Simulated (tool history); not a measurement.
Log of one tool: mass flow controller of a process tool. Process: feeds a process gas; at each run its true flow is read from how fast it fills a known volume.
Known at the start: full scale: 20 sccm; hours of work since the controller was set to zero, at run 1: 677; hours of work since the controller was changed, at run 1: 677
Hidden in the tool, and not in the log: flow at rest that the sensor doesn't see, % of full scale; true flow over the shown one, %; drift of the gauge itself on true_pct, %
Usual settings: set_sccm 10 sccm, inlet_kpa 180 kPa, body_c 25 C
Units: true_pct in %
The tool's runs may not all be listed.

run,hour,set_sccm,inlet_kpa,body_c,hours of work since the controller was set to zero,hours of work since the controller was changed,true_pct
1,0.0,10,180,25,677,677,99.05
2,57.6,10,180,25,701,701,98.93
3,117.9,10,180,25,726,726,98.91
4,174.9,6,180,25,750,750,98.59
5,234.2,3,180,25,774,774,98.10
6,313.0,10,180,25,807,807,98.70
7,362.3,10,180,25,828,828,98.79
8,396.8,10,180,25,842,842,98.62
9,440.8,10,180,25,860,860,98.63
10,475.4,10,180,25,875,875,98.59
11,524.0,10,186,25,895,895,98.61
12,583.0,10,186,25,920,920,98.39
13,635.6,10,180,25,942,942,98.33
14,683.5,10,237,25,962,962,98.55
15,736.7,3,180,25,984,984,97.79
16,783.6,3,180,25,1004,1004,97.66
17,861.6,3,180,25,1036,1036,97.57
18,941.5,3,180,25,1069,1069,97.60
19,984.0,12,180,25,1087,1087,98.30
20,1046.2,12,180,25,1113,1113,98.15
21,1088.1,12,180,25,1131,1131,98.24
22,1122.6,10,180,25,1145,1145,98.05
23,1160.4,10,180,25,1161,1161,97.89
24,1200.6,10,180,25,1177,1177,97.82
25,1239.3,10,180,25,1194,1194,97.83
26,1299.0,10,180,28,1219,1219,97.66
27,1346.3,10,180,28,1238,1238,97.65
28,1418.3,3,231,28,1268,1268,96.93
29,1488.3,3,231,28,1297,1297,97.03
30,1563.4,17,180,32,1329,1329,97.86
31,1596.8,17,180,32,1343,1343,97.50
32,1629.7,10,221,25,1357,1357,97.69
# hour 1641.1: gauge calibrated
33,1682.7,5,149,29,1379,1379,98.30
34,1716.9,5,254,29,1393,1393,98.39
35,1774.0,11,174,36,1417,1417,98.34
36,1808.5,11,174,36,1431,1431,98.30
37,1860.5,10,237,21,1453,1453,99.33
38,1912.5,10,237,21,1474,1474,99.16
39,1975.8,12,227,21,1501,1501,99.33
40,2040.5,6,141,40,1528,1528,97.18
41,2104.0,2,193,36,1554,1554,97.22
42,2139.1,2,206,36,1569,1569,97.31
43,2182.3,15,206,29,1587,1587,98.84
44,2229.3,2,218,25,1607,1607,97.86
45,2289.1,11,193,35,1632,1632,97.91
46,2350.9,11,193,35,1657,1657,97.78
47,2400.5,11,193,35,1678,1678,97.78
48,2466.8,11,193,35,1706,1706,97.76

How the hidden state differs across the entries between the runs, from the last listed run before each to the first after it:
Between runs 32 and 33: gauge calibrated (hour 1641.1)
  drift of the gauge itself on true_pct, %: -1.57 -> -0.04
  measured less the result without the state, true_pct: -1.57 -> -0.05 %
